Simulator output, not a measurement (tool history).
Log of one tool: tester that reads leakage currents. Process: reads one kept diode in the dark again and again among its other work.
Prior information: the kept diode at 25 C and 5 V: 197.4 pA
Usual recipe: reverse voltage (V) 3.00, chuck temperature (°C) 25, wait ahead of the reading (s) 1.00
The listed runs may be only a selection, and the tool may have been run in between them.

run    hour  reverse voltage (V)  chuck temperature (°C)  wait ahead of the reading (s)  current that the tester gives (pA)
  1     0.0                 3.00                      25                           1.00                              180.65
  2    78.3                 3.00                      25                           1.00                              181.97
  3   200.1                 3.00                      25                           1.00                              182.83
  4   306.7                 3.00                      25                           1.00                              183.61
  5   386.6                 3.00                      25                           1.00                              185.93
  6   486.2                 3.00                      25                           1.00                              185.77
  7   582.6                 3.00                      25                           1.00                              186.79
  8   680.2                 3.00                      25                           1.00                              189.28
  9   754.1                 3.00                      25                           1.00                              189.81
 10   874.7                 3.00                      25                           1.00                              190.38
 11   959.3                 3.00                      25                           1.00                              191.66
      971.9  -- probe card cleaned and baked
     1026.6  -- chuck's temperature calibrated
 12  1048.4                 3.00                      25                           1.00                              161.54
 13  1170.6                 3.00                      25                           0.31                              163.80
 14  1256.0                16.63                      25                           0.31                              367.32
 15  1374.9                16.63                      25                           0.31                              369.38
 16  1444.5                 3.00                      25                           1.00                              164.90
 17  1581.4                 3.00                      25                           1.00                              166.89
     1664.5  -- probe card cleaned and baked, once more
 18  1705.4                 3.00                      25                           1.00                              166.37
 19  1794.2                 3.00                      25                           4.66                              166.06
 20  1860.8                 3.00                      25                           4.66                              167.81
 21  1983.1                 2.06                      41                           0.51                              570.11
 22  2117.8                 2.06                      41                           0.51                              577.69
 23  2254.4                 1.36                      49                           1.00                              920.62
 24  2381.3                 3.89                      41                           0.80                              771.99
 25  2483.4                 3.89                      41                           0.80                              776.15
 26  2585.5                 3.89                      41                           0.80                              781.54
 27  2669.8                 3.89                      25                           1.22                              198.92
 28  2763.8                 4.07                      58                           9.95                             3002.68
 29  2883.0                17.60                      46                           0.43                             2326.64
 30  2968.3                17.60                      46                           0.43                             2336.29
 31  3034.6                17.60                      46                           0.43                             2347.17

Expected results for the next run?
 32  3143.8                 3.00                      25                           7.48                                   ?

Run 32 came out at current that the tester gives (pA) 182.64.
If the tool had no hidden condition, the same run with the same run-to-run variation would have returned current that the tester gives (pA) 158.66.
